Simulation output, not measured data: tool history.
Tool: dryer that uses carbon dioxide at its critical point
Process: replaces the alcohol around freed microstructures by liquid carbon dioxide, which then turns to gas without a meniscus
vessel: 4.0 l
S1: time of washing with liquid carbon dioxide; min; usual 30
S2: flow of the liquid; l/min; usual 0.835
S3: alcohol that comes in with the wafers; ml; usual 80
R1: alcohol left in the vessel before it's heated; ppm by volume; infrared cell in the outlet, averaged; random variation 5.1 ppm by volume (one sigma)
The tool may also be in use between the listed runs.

Run 1, hour 0: usual settings. Result: R1 287 ppm by volume.
Run 2, hour 31.7: usual settings. Result: R1 292 ppm by volume.
Run 3, hour 48.5: usual settings. Result: R1 302 ppm by volume.
Run 4, hour 64.5: usual settings. Result: R1 208 ppm by volume.
Run 5, hour 87.7: usual settings but S3 22 ml. Result: R1 157 ppm by volume.
Run 6, hour 113.9: usual settings but S3 22 ml. Result: R1 157 ppm by volume.
Run 7, hour 142.1: usual settings but S3 22 ml. Result: R1 171 ppm by volume.
Run 8, hour 174.7: usual settings but S3 22 ml. Result: R1 170 ppm by volume.
Run 9, hour 205.6: usual settings but S1 26 min, S2 0.99 l/min, S3 22 ml. Result: R1 172 ppm by volume.
Run 10, hour 227.9: usual settings but S2 0.98 l/min. Result: R1 192 ppm by volume.
Run 11, hour 249: usual settings but S1 34 min, S2 1.27 l/min, S3 44 ml. Result: R1 164 ppm by volume.
Run 12, hour 271.9: usual settings but S1 34 min, S2 1.27 l/min, S3 44 ml. Result: R1 151 ppm by volume.
Run 13, hour 299.5: usual settings but S1 31 min, S2 1.198 l/min. Result: R1 170 ppm by volume.
Run 14, hour 327.5: usual settings but S1 28 min, S2 0.993 l/min, S3 28 ml. Result: R1 190 ppm by volume.

Taken out of this log: 1 entry between the listed runs. Where each belongs, and how the hidden state differs across it:
Between runs 3 and 4: inlet filter changed (hour 57.9)
  flow that reaches the vessel past the clogged filter, %: 83.3 -> 99.2; alcohol in the recycled carbon dioxide, ppm: 130.1 -> 131.9
  measured less the result without the state, R1: +232 -> +131 ppm by volume
